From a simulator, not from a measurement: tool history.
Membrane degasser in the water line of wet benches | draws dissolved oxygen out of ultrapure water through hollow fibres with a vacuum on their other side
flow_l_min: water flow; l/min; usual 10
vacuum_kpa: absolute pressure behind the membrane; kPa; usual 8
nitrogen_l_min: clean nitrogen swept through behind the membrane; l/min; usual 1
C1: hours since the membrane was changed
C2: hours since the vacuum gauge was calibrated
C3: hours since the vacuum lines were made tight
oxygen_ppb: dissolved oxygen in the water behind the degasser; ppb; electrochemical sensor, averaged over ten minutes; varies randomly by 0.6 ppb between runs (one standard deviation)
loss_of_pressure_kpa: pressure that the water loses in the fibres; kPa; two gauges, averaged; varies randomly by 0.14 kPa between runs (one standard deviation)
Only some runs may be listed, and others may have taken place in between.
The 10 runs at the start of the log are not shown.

Run 11, hour 923.4: usual settings; C1 3335; C2 4486; C3 10447. Result: oxygen_ppb 132.6 ppb, loss_of_pressure_kpa 54.79 kPa.
Run 12, hour 1027.4: usual settings; C1 3439; C2 4590; C3 10551. Result: oxygen_ppb 131.8 ppb, loss_of_pressure_kpa 54.68 kPa.
Run 13, hour 1096.7: usual settings but vacuum_kpa 11.05 kPa; C1 3508; C2 4659; C3 10620. Result: oxygen_ppb 201.9 ppb, loss_of_pressure_kpa 54.88 kPa.
Run 14, hour 1215.3: usual settings but vacuum_kpa 11.05 kPa; C1 3627; C2 4778; C3 10739. Result: oxygen_ppb 202.3 ppb, loss_of_pressure_kpa 54.72 kPa.
Run 15, hour 1296.8: usual settings; C1 3708; C2 4859; C3 10820. Result: oxygen_ppb 133.3 ppb, loss_of_pressure_kpa 54.62 kPa.
Run 16, hour 1400.8: usual settings; C1 3812; C2 4963; C3 10924. Result: oxygen_ppb 130.8 ppb, loss_of_pressure_kpa 54.72 kPa.
Run 17, hour 1475.4: usual settings; C1 3887; C2 5038; C3 10999. Result: oxygen_ppb 132.7 ppb, loss_of_pressure_kpa 54.7 kPa.
Run 18, hour 1556.3: usual settings; C1 3968; C2 5119; C3 11080. Result: oxygen_ppb 132.4 ppb, loss_of_pressure_kpa 54.77 kPa.
Run 19, hour 1670.4: usual settings; C1 4082; C2 5233; C3 11194. Result: oxygen_ppb 132.5 ppb, loss_of_pressure_kpa 55.18 kPa.
Run 20, hour 1725.4: usual settings but vacuum_kpa 7.86 kPa; C1 4137; C2 5288; C3 11249. Result: oxygen_ppb 128.6 ppb, loss_of_pressure_kpa 54.78 kPa.
Run 21, hour 1784.1: usual settings but flow_l_min 13 l/min, vacuum_kpa 12.38 kPa, nitrogen_l_min 0.5 l/min; C1 4195; C2 5347; C3 11308. Result: oxygen_ppb 522.1 ppb, loss_of_pressure_kpa 71.53 kPa.
Run 22, hour 1838.6: usual settings but vacuum_kpa 9.01 kPa, nitrogen_l_min 0.6 l/min; C1 4250; C2 5401; C3 11362. Result: oxygen_ppb 232.9 ppb, loss_of_pressure_kpa 55.04 kPa.
Run 23, hour 1910.4: usual settings but flow_l_min 14 l/min; C1 4322; C2 5473; C3 11434. Result: oxygen_ppb 194 ppb, loss_of_pressure_kpa 76.53 kPa.
Run 24, hour 1991.5: usual settings but flow_l_min 11 l/min, vacuum_kpa 6.94 kPa, nitrogen_l_min 0.8 l/min; C1 4403; C2 5554; C3 11515. Result: oxygen_ppb 142.1 ppb, loss_of_pressure_kpa 60.49 kPa.
Run 25, hour 2102.8: usual settings but flow_l_min 11 l/min, vacuum_kpa 6.94 kPa, nitrogen_l_min 0.8 l/min; C1 4514; C2 5665; C3 11627. Result: oxygen_ppb 142.6 ppb, loss_of_pressure_kpa 60.25 kPa.
Run 26, hour 2204.9: usual settings but flow_l_min 7 l/min, vacuum_kpa 5.47 kPa, nitrogen_l_min 0.64 l/min; C1 4616; C2 5767; C3 11729. Result: oxygen_ppb 66.9 ppb, loss_of_pressure_kpa 38.15 kPa.
Run 27, hour 2255.9: usual settings but flow_l_min 7 l/min, vacuum_kpa 12.54 kPa, nitrogen_l_min 1.74 l/min; C1 4667; C2 5818; C3 11780. Result: oxygen_ppb 100.2 ppb, loss_of_pressure_kpa 38.29 kPa.
Run 28, hour 2309.2: usual settings but flow_l_min 7 l/min, vacuum_kpa 12.54 kPa, nitrogen_l_min 1.74 l/min; C1 4721; C2 5872; C3 11833. Result: oxygen_ppb 100 ppb, loss_of_pressure_kpa 38.69 kPa.
Run 29, hour 2423.3: usual settings but flow_l_min 7 l/min, vacuum_kpa 12.54 kPa, nitrogen_l_min 1.09 l/min; C1 4835; C2 5986; C3 11947. Result: oxygen_ppb 151.5 ppb, loss_of_pressure_kpa 38.34 kPa.
Run 30, hour 2526.7: usual settings but flow_l_min 13 l/min, vacuum_kpa 14.65 kPa, nitrogen_l_min 2.75 l/min; C1 4938; C2 6089; C3 12050. Result: oxygen_ppb 165.9 ppb, loss_of_pressure_kpa 71.34 kPa.
Run 31, hour 2581.2: usual settings but flow_l_min 7 l/min, vacuum_kpa 6.94 kPa; C1 4993; C2 6144; C3 12105. Result: oxygen_ppb 70.9 ppb, loss_of_pressure_kpa 38.26 kPa.
Run 32, hour 2679.9: usual settings but flow_l_min 7 l/min, vacuum_kpa 6.94 kPa; C1 5091; C2 6242; C3 12204. Result: oxygen_ppb 71 ppb, loss_of_pressure_kpa 38.29 kPa.

Branching from run 32: 4 alternative next runs. What would each branch give?
Run A, hour 2771.8: usual settings but flow_l_min 9 l/min, vacuum_kpa 8.72 kPa, nitrogen_l_min 1.93 l/min; C1 5183; C2 6334; C3 12295. Result: oxygen_ppb ?, loss_of_pressure_kpa ?.
Run B, hour 2771.8: usual settings but flow_l_min 6 l/min, vacuum_kpa 6.94 kPa; C1 5183; C2 6334; C3 12295. Result: oxygen_ppb ?, loss_of_pressure_kpa ?.
Run C, hour 2771.8: usual settings but flow_l_min 15 l/min, vacuum_kpa 10.11 kPa; C1 5183; C2 6334; C3 12295. Result: oxygen_ppb ?, loss_of_pressure_kpa ?.
Run D, hour 2771.8: usual settings but flow_l_min 13 l/min, vacuum_kpa 6.94 kPa, nitrogen_l_min 0.45 l/min; C1 5183; C2 6334; C3 12295. Result: oxygen_ppb ?, loss_of_pressure_kpa ?.

run  oxygen_ppb  loss_of_pressure_kpa
  A        77.2                 49.48
  B        60.1                 32.92
  C       277.9                 82.46
  D       260.4                 71.22
With the hidden condition removed and each run's random variation left untouched, the same runs would have given:
run  oxygen_ppb  loss_of_pressure_kpa
  A          77                 49.46
  B        59.9                 32.91
  C       277.6                 82.43
  D         260                 71.19
